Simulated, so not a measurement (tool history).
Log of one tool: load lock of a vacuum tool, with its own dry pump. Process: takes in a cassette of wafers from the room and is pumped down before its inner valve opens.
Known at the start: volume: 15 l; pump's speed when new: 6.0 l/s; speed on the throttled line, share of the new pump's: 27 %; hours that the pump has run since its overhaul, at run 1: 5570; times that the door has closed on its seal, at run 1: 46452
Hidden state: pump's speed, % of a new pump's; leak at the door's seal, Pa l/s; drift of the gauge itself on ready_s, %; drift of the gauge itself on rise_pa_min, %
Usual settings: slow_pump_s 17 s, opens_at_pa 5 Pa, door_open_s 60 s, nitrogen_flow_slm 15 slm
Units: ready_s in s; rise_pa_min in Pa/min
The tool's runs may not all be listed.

run      day  slow_pump_s  opens_at_pa  door_open_s  nitrogen_flow_slm  hours that the pump has run since its overhaul  times that the door has closed on its seal  incoming humidity of the room's air, %  ready_s  rise_pa_min
  1        0           17            5           60                 15                                            5570                                       46452                                    41.4     37.7        0.046
  2    9.779           17            5           60                 28                                            5804                                       47213                                    44.2     37.6        0.034
  3   19.108           34            5           60                 28                                            6028                                       47939                                    44.2     49.9        0.038
  4   28.925           17            9           60                 15                                            6264                                       48703                                    44.7       36        0.044
  5   36.433           17            9           60                 26                                            6444                                       49288                                    44.1     35.8        0.036
  6   45.096           17            9           60                 26                                            6652                                       49962                                    46.3     36.2        0.043
  7   54.492           17            9           60                 26                                            6877                                       50693                                    43.4     36.1        0.039
  8   65.462           17            5           60                  6                                            7141                                       51548                                    43.3     37.8        0.047
  9   74.262           17            9           60                 15                                            7352                                       52232                                      43     35.5        0.045
 10   83.933            9            5           60                 15                                            7584                                       52985                                    44.4     31.3        0.041
 11   91.638           30            5           60                 15                                            7769                                       53585                                    46.2     47.1         0.04
 12   99.875           30            5           60                 15                                            7967                                       54226                                    44.7     46.8        0.046
 13  108.004           30            5           60                 15                                            8162                                       54859                                    44.4     47.5        0.047
 14  113.817           17            5           60                 29                                            8301                                       55312                                    44.2     37.4        0.036
 15  121.621           17            5           60                 20                                            8489                                       55919                                    46.2     37.4        0.048
 16  130.188           17            5           60                 40                                            8694                                       56586                                    44.2     37.6        0.034
 17  136.129           17            5           27                 15                                            8837                                       57049                                    45.6     37.6        0.042
 18  147.617           17            5           27                 15                                            9113                                       57943                                    47.3     37.6        0.035
 19  158.404           17            5           27                 15                                            9371                                       58783                                    44.6     37.4        0.036
 20  169.546           17            5           60                  7                                            9639                                       59650                                    45.5     38.1        0.049
 21  177.792           17            5          204                 15                                            9837                                       60292                                    45.7     37.4        0.064
 22   186.45           26            5           60                  5                                           10044                                       60966                                    42.2     43.9        0.049
 23  193.417           26            5           60                  5                                           10212                                       61508                                    47.3       44        0.061
 24  199.746           17            9          132                  4                                           10364                                       62001                                    46.1     36.3        0.071
 25  211.608           17            9          132                  4                                           10648                                       62924                                    46.3     36.7         0.07
 26  220.062           17            5           60                 15                                           10851                                       63583                                    44.9     37.5        0.048
 27    227.2           17            6          150                 31                                           11022                                       64138                                    44.9     37.5        0.048
 28  237.954           17            6           47                 41                                           11281                                       64975                                    45.9     37.4        0.035
 29   250.15           17            6           47                 41                                           11573                                       65925                                    45.4     37.3        0.031
 30  258.542           16            6          237                 41                                           11775                                       66578                                    44.9     36.6        0.051
     262.621  -- door's seal changed, seat wiped
 31  268.746           17            5           31                  7                                           12018                                         476                                    43.3     38.1        0.036
 32  274.167           17            5           44                 19                                           12148                                         899                                    44.1     38.1        0.042
 33   281.95           14            5          166                 15                                           12335                                        1504                                    47.9     35.4        0.068
 34  289.571           17            5           60                 15                                           12518                                        2097                                    41.9     37.7        0.037
 35  298.325           17            6           60                 30                                           12728                                        2779                                    47.5       37        0.039
 36  310.275           17            6           60                 30                                           13015                                        3709                                    44.9     37.6        0.038
 37  316.958           13            6          127                 30                                           13175                                        4229                                    46.2     33.7        0.044

Measured less the same run without the tool's hidden state. The same run-to-run variation is in both; the gauge's scatter may not be:
run  rise_pa_min
  1       +0.001
  2       +0.002
  3       +0.001
  4       +0.002
  5       +0.001
  6       +0.002
  7       +0.002
  8       +0.002
  9       +0.001
 10       +0.001
 11       +0.002
 12       +0.002
 13       +0.002
 14       +0.002
 15       +0.002
 16       +0.002
 17       +0.002
 18       +0.002
 19       +0.003
 20       +0.002
 21       +0.002
 22       +0.003
 23       +0.002
 24       +0.002
 25       +0.002
 26       +0.002
 27       +0.002
 28       +0.002
 29       +0.002
 30       +0.003
 31           +0
 32           +0
 33           +0
 34           +0
 35           +0
 36           +0
 37           +0
ready_s: within 0.1 s of the measured result in every run.

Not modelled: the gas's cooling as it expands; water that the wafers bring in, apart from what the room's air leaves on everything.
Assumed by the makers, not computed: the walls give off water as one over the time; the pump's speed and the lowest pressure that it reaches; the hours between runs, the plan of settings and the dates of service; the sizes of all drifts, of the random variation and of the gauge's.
